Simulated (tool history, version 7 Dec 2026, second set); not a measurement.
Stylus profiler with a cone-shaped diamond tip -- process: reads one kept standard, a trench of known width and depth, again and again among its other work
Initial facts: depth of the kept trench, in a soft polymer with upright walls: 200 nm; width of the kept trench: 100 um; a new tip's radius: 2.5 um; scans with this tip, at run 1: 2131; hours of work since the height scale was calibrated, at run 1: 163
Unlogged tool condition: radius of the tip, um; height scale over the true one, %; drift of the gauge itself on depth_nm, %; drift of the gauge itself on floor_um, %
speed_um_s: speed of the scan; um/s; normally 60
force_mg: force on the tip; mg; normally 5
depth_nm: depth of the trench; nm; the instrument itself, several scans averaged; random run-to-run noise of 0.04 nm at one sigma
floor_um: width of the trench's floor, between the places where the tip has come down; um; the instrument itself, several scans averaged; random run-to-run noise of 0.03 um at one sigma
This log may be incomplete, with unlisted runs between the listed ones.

| run | hour | speed_um_s | force_mg | scans with this tip | hours of work since the height scale was calibrated | depth_nm | floor_um |
|---|---|---|---|---|---|---|---|
| 1 | 0 | 60 | 5 | 2131 | 163 | 202.83 | 97.69 |
| 2 | 10.6 | 45 | 5 | 2203 | 169 | 202.77 | 97.72 |
| 3 | 31.4 | 45 | 5 | 2344 | 180 | 202.88 | 97.71 |
| 4 | 47.6 | 167 | 5 | 2454 | 188 | 202.86 | 97.19 |
| 5 | 62.5 | 16 | 5 | 2555 | 196 | 202.82 | 97.8 |
| 6 | 79.9 | 16 | 5 | 2672 | 205 | 202.79 | 97.79 |
| 7 | 96 | 60 | 3.15 | 2782 | 213 | 202.03 | 97.58 |
| 8 | 119.8 | 60 | 3.84 | 2943 | 226 | 202.36 | 97.55 |
| 9 | 137.1 | 60 | 3.84 | 3060 | 235 | 202.34 | 97.5 |
| 10 | 150.6 | 26 | 3.84 | 3152 | 242 | 202.37 | 97.7 |
| 11 | 165.4 | 17 | 5 | 3252 | 249 | 202.83 | 97.81 |
| 12 | 182.2 | 17 | 5 | 3366 | 258 | 202.84 | 97.76 |
| 13 | 194 | 17 | 5 | 3446 | 264 | 202.76 | 97.74 |
| 14 | 214.4 | 60 | 10.3 | 3584 | 275 | 204.66 | 97.61 |
| 15 | 233.1 | 60 | 5 | 3711 | 285 | 202.86 | 97.54 |
| 16 | 246.5 | 215 | 5 | 3802 | 292 | 202.86 | 96.89 |
| 17 | 266.7 | 60 | 3.76 | 3939 | 302 | 202.29 | 97.49 |
| 18 | 283.2 | 60 | 3.76 | 4050 | 311 | 202.23 | 97.47 |
| 19 | 295.9 | 60 | 3.76 | 4137 | 317 | 202.24 | 97.58 |
| 20 | 317.9 | 46 | 3.76 | 4286 | 329 | 202.28 | 97.49 |
| 21 | 334.5 | 46 | 3.76 | 4398 | 337 | 202.17 | 97.55 |
| 22 | 346.3 | 60 | 5 | 4479 | 343 | 202.73 | 97.48 |
| 23 | 364.7 | 60 | 5 | 4603 | 353 | 202.77 | 97.49 |
| 24 | 381.2 | 28 | 9.11 | 4715 | 362 | 204.21 | 97.64 |
| 25 | 400.7 | 227 | 8.24 | 4847 | 372 | 203.93 | 97 |
| 26 | 423.4 | 227 | 8.24 | 5001 | 384 | 203.89 | 97.05 |
| 27 | 443.7 | 227 | 8.24 | 5138 | 394 | 203.9 | 97.02 |
| 28 | 463.2 | 227 | 8.24 | 5270 | 404 | 203.9 | 96.94 |
| 29 | 484.8 | 227 | 8.24 | 5417 | 415 | 203.9 | 97.02 |
| 30 | 505.9 | 107 | 9.01 | 5560 | 426 | 204.17 | 97.37 |
| 31 | 528.9 | 180 | 5.76 | 5716 | 438 | 202.99 | 96.93 |
| 32 | 552.8 | 53 | 5 | 5878 | 451 | 202.74 | 97.47 |
| 33 | 576.4 | 53 | 5 | 6038 | 463 | 202.71 | 97.46 |
| 34 | 588 | 45 | 2.19 | 6116 | 469 | 201.51 | 97.45 |
| 35 | 611.5 | 45 | 2.19 | 6276 | 481 | 201.51 | 97.41 |
| 36 | 626.3 | 138 | 4.47 | 6376 | 489 | 202.54 | 97.03 |
| 37 | 647.2 | 21 | 5.32 | 6518 | 500 | 202.88 | 97.61 |
| 38 | 666.3 | 21 | 5.32 | 6647 | 510 | 202.88 | 97.55 |
| 39 | 683.1 | 21 | 5.32 | 6761 | 518 | 202.89 | 97.53 |
| 40 | 698.8 | 32 | 3.21 | 6867 | 527 | 202 | 97.42 |
| 41 | 711.8 | 232 | 11.85 | 6955 | 533 | 204.97 | 96.89 |
| 42 | 732.6 | 232 | 11.85 | 7096 | 544 | 204.97 | 96.96 |
| 43 | 755.5 | 32 | 1.69 | 7252 | 556 | 201.19 | 97.34 |
| 44 | 765.8 | 18 | 2.26 | 7321 | 561 | 201.48 | 97.52 |
| 45 | 778.7 | 16 | 5.31 | 7409 | 568 | 202.78 | 97.54 |
| 46 | 802.5 | 16 | 5.31 | 7570 | 581 | 202.81 | 97.56 |

Alternative continuations, all from the tool just after run 46; predict every row:
| A | 823.7 | 70 | 5.21 | 7714 | 592 | ? | ? |
| B | 823.7 | 210 | 13.32 | 7714 | 592 | ? | ? |
| C | 823.7 | 53 | 4.05 | 7714 | 592 | ? | ? |
| D | 823.7 | 79 | 8.85 | 7714 | 592 | ? | ? |

| run | depth_nm | floor_um |
|---|---|---|
| A | 202.83 | 97.27 |
| B | 205.38 | 97.04 |
| C | 202.25 | 97.43 |
| D | 204.07 | 97.33 |
Stripped of hidden state, with their random variation kept, the same runs would have yielded:
| run | depth_nm | floor_um |
|---|---|---|
| A | 203.04 | 97.72 |
| B | 205.59 | 97.49 |
| C | 202.46 | 97.87 |
| D | 204.28 | 97.77 |
